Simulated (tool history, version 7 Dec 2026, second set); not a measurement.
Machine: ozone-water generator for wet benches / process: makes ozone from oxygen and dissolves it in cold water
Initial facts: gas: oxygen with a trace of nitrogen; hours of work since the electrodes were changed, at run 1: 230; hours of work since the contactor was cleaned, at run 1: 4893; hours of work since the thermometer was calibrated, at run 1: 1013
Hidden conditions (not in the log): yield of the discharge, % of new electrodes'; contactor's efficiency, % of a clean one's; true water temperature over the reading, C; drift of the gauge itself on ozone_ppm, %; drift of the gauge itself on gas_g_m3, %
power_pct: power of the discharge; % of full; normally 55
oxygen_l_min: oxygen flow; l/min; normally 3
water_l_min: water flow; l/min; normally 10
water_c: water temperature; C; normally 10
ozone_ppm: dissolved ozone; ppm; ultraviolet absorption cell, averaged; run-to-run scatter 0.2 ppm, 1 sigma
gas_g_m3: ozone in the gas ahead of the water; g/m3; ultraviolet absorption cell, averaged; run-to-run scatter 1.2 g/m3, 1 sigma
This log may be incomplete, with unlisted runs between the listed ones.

run	hour	power_pct	oxygen_l_min	water_l_min	water_c	hours of work since the electrodes were changed	hours of work since the contactor was cleaned	hours of work since the thermometer was calibrated	ozone_ppm	gas_g_m3
1	0	55	3	10	10	230	4893	1013	28.2	218.1
2	87.8	43	3	10	10	309	4972	1092	24	187.6
3	231.9	55	2.06	10	10	439	5102	1222	28.4	280.2
4	381.6	55	2.06	10	10	575	5237	1357	28.6	278.6
5	456.7	55	2.29	10	10	642	5305	1425	28.3	258.6
6	551.7	55	2.29	10	10	728	5391	1511	28.1	260.1
7	686.1	55	3	10	10	849	5512	1632	27.6	214.4
8	765.2	55	3	12	10	921	5583	1703	23.2	215.7
9	892.7	55	3	12	10	1036	5698	1818	23.3	215.8
10	967.9	55	3.09	10	10	1104	5766	1886	27.3	209.7
11	1050.2	45	3	10	10	1178	5841	1960	23.9	190.3
12	1138.1	45	3	10	9	1257	5920	2040	24.2	188.5
13	1271.2	45	3	10	9	1378	6040	2160	24.5	188.1
14	1411.3	45	3	10	9	1504	6167	2286	24.1	188.1
15	1487.5	55	3	10	8	1573	6235	2355	27.6	212.1
16	1638.2	55	3	10	8	1709	6371	2491	28.1	211.9
17	1710.7	48	3.66	16	16	1774	6437	2557	14.6	170.1
18	1827.5	48	3.66	16	16	1880	6542	2662	14.4	170
19	1962.2	48	3.66	16	16	2001	6664	2784	14.3	170.1
# hour 1983.4: water thermometer calibrated
20	2097.1	44	2.23	7	6	2123	6785	103	34.2	225.8
21	2167.6	94	4.19	10	10	2186	6849	166	35.5	237.3
22	2278.5	94	4.19	10	10	2286	6949	266	36	235.2
23	2355	98	4.19	12	5	2355	7018	335	33.2	239.7
24	2452.9	89	2.3	10	9	2444	7106	424	37.1	342.9
25	2594.3	89	2.3	10	9	2571	7234	551	36.3	338.4
26	2730.1	55	3	8	7	2694	7356	674	33.6	208.6
27	2815.5	55	3	8	7	2771	7434	751	33.3	207.3
28	2966.6	55	2.54	12	17	2907	7570	887	20.8	232.9
29	3050.3	55	3.21	15	10	2983	7645	963	17.7	199
# hour 3067.9: contactor cleaned
30	3119.9	91	3	10	10	3042	47	1022	37.2	280.6
31	3229.9	91	3	10	10	3141	146	1121	37	282
32	3319.9	91	3	10	10	3223	227	1203	37.1	280.7

Each row is a separate what-if for the run after 32, all from the same tool condition, not one after another. Results?
A	3443.3	74	3	13	17	3334	339	1314	?	?
B	3443.3	71	2.33	11	10	3334	339	1314	?	?
C	3443.3	48	3.78	10	10	3334	339	1314	?	?
D	3443.3	55	3	10	7	3334	339	1314	?	?

run	ozone_ppm	gas_g_m3
A	23.2	247.3
B	28.9	284.3
C	24.3	162.2
D	28.1	206.7
With the hidden condition removed and each run's random variation left untouched, the same runs would have given:
run	ozone_ppm	gas_g_m3
A	25.3	267.8
B	31.4	307.4
C	25.9	172
D	30.2	220.7
